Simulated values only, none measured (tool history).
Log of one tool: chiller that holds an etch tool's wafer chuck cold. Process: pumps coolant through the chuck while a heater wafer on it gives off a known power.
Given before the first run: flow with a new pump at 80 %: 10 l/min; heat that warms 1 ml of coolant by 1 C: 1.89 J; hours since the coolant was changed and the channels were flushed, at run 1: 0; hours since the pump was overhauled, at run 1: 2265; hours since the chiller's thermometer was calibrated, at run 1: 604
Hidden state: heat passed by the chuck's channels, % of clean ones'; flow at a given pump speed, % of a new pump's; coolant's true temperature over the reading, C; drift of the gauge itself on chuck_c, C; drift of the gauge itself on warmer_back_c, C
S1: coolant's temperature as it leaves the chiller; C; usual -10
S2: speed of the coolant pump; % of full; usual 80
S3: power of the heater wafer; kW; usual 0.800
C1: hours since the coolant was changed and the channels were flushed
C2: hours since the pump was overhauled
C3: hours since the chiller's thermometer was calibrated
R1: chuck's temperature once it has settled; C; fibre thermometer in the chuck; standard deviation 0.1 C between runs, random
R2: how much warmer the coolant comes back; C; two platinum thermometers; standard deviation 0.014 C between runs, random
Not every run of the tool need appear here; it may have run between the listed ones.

Run 1, hour 0.0: usual settings; C1 0; C2 2265; C3 604. Result: R1 -3.0 C, R2 2.64 C.
Run 2, hour 66.8: usual settings but S2 93 % of full; C1 67; C2 2332; C3 671. Result: R1 -3.5 C, R2 2.28 C.
Run 3, hour 214.7: usual settings but S3 1.071 kW; C1 215; C2 2480; C3 819. Result: R1 -0.6 C, R2 3.59 C.
Run 4, hour 344.0: usual settings but S3 1.071 kW; C1 344; C2 2609; C3 948. Result: R1 -0.5 C, R2 3.59 C.
Run 5, hour 454.6: usual settings but S3 1.071 kW; C1 455; C2 2720; C3 1058. Result: R1 -0.4 C, R2 3.61 C.
Run 6, hour 570.1: usual settings but S3 1.071 kW; C1 570; C2 2835; C3 1174. Result: R1 -0.3 C, R2 3.62 C.
Run 7, hour 682.8: usual settings but S3 1.071 kW; C1 683; C2 2948; C3 1287. Result: R1 -0.3 C, R2 3.62 C.
Run 8, hour 758.1: usual settings but S3 1.071 kW; C1 758; C2 3023; C3 1362. Result: R1 0.0 C, R2 3.64 C.
Run 9, hour 915.8: usual settings; C1 916; C2 3181; C3 1520. Result: R1 -2.5 C, R2 2.70 C.
Run 10, hour 1027.0: usual settings; C1 1027; C2 3292; C3 1631. Result: R1 -2.4 C, R2 2.71 C.
Run 11, hour 1102.0: usual settings; C1 1102; C2 3367; C3 1706. Result: R1 -2.3 C, R2 2.76 C.
Run 12, hour 1211.1: usual settings; C1 1211; C2 3476; C3 1815. Result: R1 -2.2 C, R2 2.76 C.
Run 13, hour 1297.5: usual settings but S2 76 % of full; C1 1297; C2 3562; C3 1901. Result: R1 -1.7 C, R2 2.91 C.
Run 14, hour 1447.5: usual settings but S1 -16 C; C1 1448; C2 3712; C3 2051. Result: R1 -8.0 C, R2 2.76 C.
Run 15, hour 1591.9: usual settings; C1 1592; C2 3857; C3 2196. Result: R1 -1.8 C, R2 2.76 C.
Run 16, hour 1745.7: usual settings; C1 1746; C2 4011; C3 2349. Result: R1 -1.7 C, R2 2.75 C.
At hour 1753.6: chiller's thermometer calibrated.
Run 17, hour 1813.0: usual settings but S1 -3 C, S2 76 % of full; C1 1812; C2 4077; C3 59. Result: R1 5.9 C, R2 2.95 C.
Run 18, hour 1965.8: usual settings but S1 -3 C, S2 76 % of full, S3 0.807 kW; C1 1965; C2 4230; C3 212. Result: R1 6.1 C, R2 2.98 C.
Run 19, hour 2089.0: usual settings but S2 67 % of full, S3 0.435 kW; C1 2088; C2 4353; C3 335. Result: R1 -4.0 C, R2 1.84 C.
Run 20, hour 2190.3: usual settings but S1 -11 C, S2 62 % of full, S3 0.650 kW; C1 2189; C2 4454; C3 437. Result: R1 -2.2 C, R2 2.99 C.
At hour 2263.0: coolant pump overhauled.
Run 21, hour 2315.9: usual settings but S1 -8 C, S2 76 % of full; C1 2310; C2 53; C3 557. Result: R1 0.9 C, R2 2.67 C.
Run 22, hour 2401.7: usual settings but S1 -3 C, S2 85 % of full, S3 0.532 kW; C1 2396; C2 139; C3 643. Result: R1 3.2 C, R2 1.59 C.
Run 23, hour 2515.5: usual settings but S2 68 % of full, S3 0.589 kW; C1 2510; C2 253; C3 757. Result: R1 -2.7 C, R2 2.23 C.
At hour 2641.4: chiller's thermometer calibrated, once more.
Run 24, hour 2655.3: usual settings but S2 68 % of full, S3 0.589 kW; C1 2648; C2 391; C3 14. Result: R1 -3.8 C, R2 2.22 C.
At hour 2779.7: coolant changed, channels flushed.
Run 25, hour 2807.1: usual settings but S1 -9 C, S2 100 % of full, S3 0.494 kW; C1 27; C2 537; C3 160. Result: R1 -5.5 C, R2 1.25 C.
Run 26, hour 2877.6: usual settings but S1 -12 C, S2 73 % of full; C1 98; C2 608; C3 230. Result: R1 -4.9 C, R2 2.82 C.
Run 27, hour 2995.0: usual settings but S1 -19 C, S2 83 % of full; C1 215; C2 725; C3 348. Result: R1 -12.5 C, R2 2.47 C.
Run 28, hour 3086.9: usual settings but S1 -1 C, S2 61 % of full, S3 0.571 kW; C1 307; C2 817; C3 440. Result: R1 4.9 C, R2 2.44 C.
Run 29, hour 3161.3: usual settings but S1 -1 C, S2 61 % of full, S3 0.571 kW; C1 382; C2 891; C3 514. Result: R1 4.9 C, R2 2.46 C.
Run 30, hour 3237.8: usual settings but S1 -1 C, S2 61 % of full, S3 0.571 kW; C1 458; C2 968; C3 590. Result: R1 4.9 C, R2 2.48 C.
Run 31, hour 3392.0: usual settings but S1 -1 C, S2 61 % of full, S3 0.571 kW; C1 612; C2 1122; C3 745. Result: R1 4.9 C, R2 2.46 C.

3 options for the next run, each taken on its own from the tool as it stands now. Forecast them:
Run A, hour 3478.4: usual settings but S1 -4 C, S2 88 % of full, S3 1.036 kW; C1 699; C2 1208; C3 831. Result: R1 ?, R2 ?.
Run B, hour 3478.4: usual settings but S2 67 % of full, S3 0.519 kW; C1 699; C2 1208; C3 831. Result: R1 ?, R2 ?.
Run C, hour 3478.4: usual settings but S1 -15 C, S2 79 % of full; C1 699; C2 1208; C3 831. Result: R1 ?, R2 ?.

run    R1    R2
  A   4.5  3.03
  B  -4.9  2.04
  C  -7.9  2.63
Without the tool's unlogged condition, the same runs would have read:
run    R1    R2
  A   3.9  2.96
  B  -5.3  1.99
  C  -8.4  2.57

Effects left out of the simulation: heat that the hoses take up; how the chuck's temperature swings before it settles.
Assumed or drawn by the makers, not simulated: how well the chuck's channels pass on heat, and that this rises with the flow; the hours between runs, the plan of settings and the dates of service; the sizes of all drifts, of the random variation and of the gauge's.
